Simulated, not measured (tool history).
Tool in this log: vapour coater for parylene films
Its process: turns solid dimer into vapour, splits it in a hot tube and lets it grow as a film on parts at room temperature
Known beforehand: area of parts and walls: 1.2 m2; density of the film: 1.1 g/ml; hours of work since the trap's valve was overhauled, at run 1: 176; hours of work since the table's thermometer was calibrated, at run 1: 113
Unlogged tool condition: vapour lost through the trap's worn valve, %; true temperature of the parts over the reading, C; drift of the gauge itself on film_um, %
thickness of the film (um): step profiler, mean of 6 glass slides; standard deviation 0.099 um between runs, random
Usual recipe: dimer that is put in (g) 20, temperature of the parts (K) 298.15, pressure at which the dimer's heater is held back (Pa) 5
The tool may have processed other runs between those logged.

run     day  dimer that is put in (g)  temperature of the parts (K)  pressure at which the dimer's heater is held back (Pa)  hours of work since the trap's valve was overhauled  hours of work since the table's thermometer was calibrated  thickness of the film (um)
  1       0                        20                        298.15                                                       5                                                  176                                                         113                       11.22
  2   0.646                        20                        298.15                                                       5                                                  186                                                         123                       11.07
  3   1.233                        20                        298.15                                                       5                                                  195                                                         132                       11.01
  4    2.15                        20                        298.15                                                    7.91                                                  209                                                         146                       10.07
  5     3.5                        20                        298.15                                                    7.91                                                  229                                                         166                       10.05
  6   4.238                        20                        298.15                                                    7.91                                                  240                                                         178                       10.01
  7   4.971                        24                        298.15                                                       5                                                  251                                                         189                       12.87
      5.267  -- trap's valve overhauled
  8   5.804                        24                        307.15                                                       5                                                    8                                                         199                       12.47
  9   7.088                        24                        307.15                                                       5                                                   28                                                         218                        12.5
 10   8.067                        24                        307.15                                                       5                                                   42                                                         233                       12.13
 11   9.421                        32                        298.15                                                       5                                                   63                                                         253                       18.36
 12  10.321                        32                        298.15                                                       5                                                   76                                                         267                       18.46
 13  11.075                        20                        298.15                                                    5.68                                                   88                                                         278                       11.48
 14  12.425                        20                        298.15                                                    5.68                                                  108                                                         299                       11.16
 15  13.404                        20                        298.15                                                    5.68                                                  123                                                         314                       11.12
 16  14.546                        20                        298.15                                                    5.68                                                  140                                                         331                       11.03
 17  15.388                        20                        298.15                                                    5.68                                                  153                                                         344                       11.01
 18  16.108                        20                        298.15                                                   11.01                                                  164                                                         355                        9.65
 19  17.025                        20                        290.15                                                       5                                                  178                                                         368                       12.46
 20  18.183                        20                        290.15                                                       5                                                  195                                                         386                       12.41
 21  19.338                        20                        290.15                                                       5                                                  213                                                         403                       12.42
 22  20.058                        20                        290.15                                                       5                                                  224                                                         414                       12.18
 23  21.008                        20                        290.15                                                       5                                                  238                                                         429                       12.01
      21.15  -- table's thermometer calibrated
     22.154  -- trap's valve overhauled
 24  22.579                         9                        290.15                                                    3.57                                                    6                                                          19                        6.48
 25  23.796                        25                        309.15                                                       5                                                   25                                                          38                       12.48
 26  25.092                        25                        309.15                                                       5                                                   44                                                          57                       12.29
 27  26.412                        25                        309.15                                                       5                                                   64                                                          77                       12.12
 28  27.117                        19                        294.15                                                    6.69                                                   75                                                          88                       11.21
 29  27.725                        19                        294.15                                                     2.6                                                   84                                                          97                       12.95
 30  28.367                        23                        294.15                                                     2.6                                                   94                                                         107                       15.78
     29.104  -- table's thermometer calibrated, once more
 31   29.45                        23                        294.15                                                     2.6                                                  110                                                           5                       15.42
 32  30.617                        20                        291.15                                                       5                                                  127                                                          23                       12.64
 33  31.875                        11                        308.15                                                   10.01                                                  146                                                          42                        4.63
 34  32.629                        17                        307.15                                                    2.72                                                  158                                                          53                        9.13
 35  33.258                        26                        294.15                                                       5                                                  167                                                          63                       15.09
 36  34.538                        23                        298.15                                                       5                                                  187                                                          82                       12.67
 37  35.317                        10                        308.15                                                    7.29                                                  198                                                          94                        4.38
 38  36.271                        19                        308.15                                                    2.76                                                  213                                                         108                        9.58
 39  37.629                        19                        308.15                                                    2.76                                                  233                                                         129                        9.81
 40  38.254                        19                        308.15                                                    2.76                                                  243                                                         138                        9.59
     39.025  -- trap's valve overhauled
 41  39.421                        19                        291.15                                                    2.61                                                    6                                                         154                       14.09
 42  40.121                        20                        293.15                                                    3.47                                                   17                                                         164                       13.75

Each row is a separate what-if for the run after 42, all from the same tool condition, not one after another. Results?
  A  41.329                        25                        297.15                                                   11.91                                                   35                                                         182                           ?
  B  41.329                        26                        305.15                                                    2.05                                                   35                                                         182                           ?
  C  41.329                        18                        301.15                                                    9.96                                                   35                                                         182                           ?
  D  41.329                        20                        293.15                                                    3.47                                                   35                                                         182                           ?
  E  41.329                        20                        298.15                                                    7.45                                                   35                                                         182                           ?

run  thickness of the film (um)
  A                       12.91
  B                       15.89
  C                        9.13
  D                       13.68
  E                       11.16
Had the tool no hidden state, the same runs would have come out as:
run  thickness of the film (um)
  A                       13.19
  B                       16.25
  C                        9.33
  D                       13.98
  E                       11.41

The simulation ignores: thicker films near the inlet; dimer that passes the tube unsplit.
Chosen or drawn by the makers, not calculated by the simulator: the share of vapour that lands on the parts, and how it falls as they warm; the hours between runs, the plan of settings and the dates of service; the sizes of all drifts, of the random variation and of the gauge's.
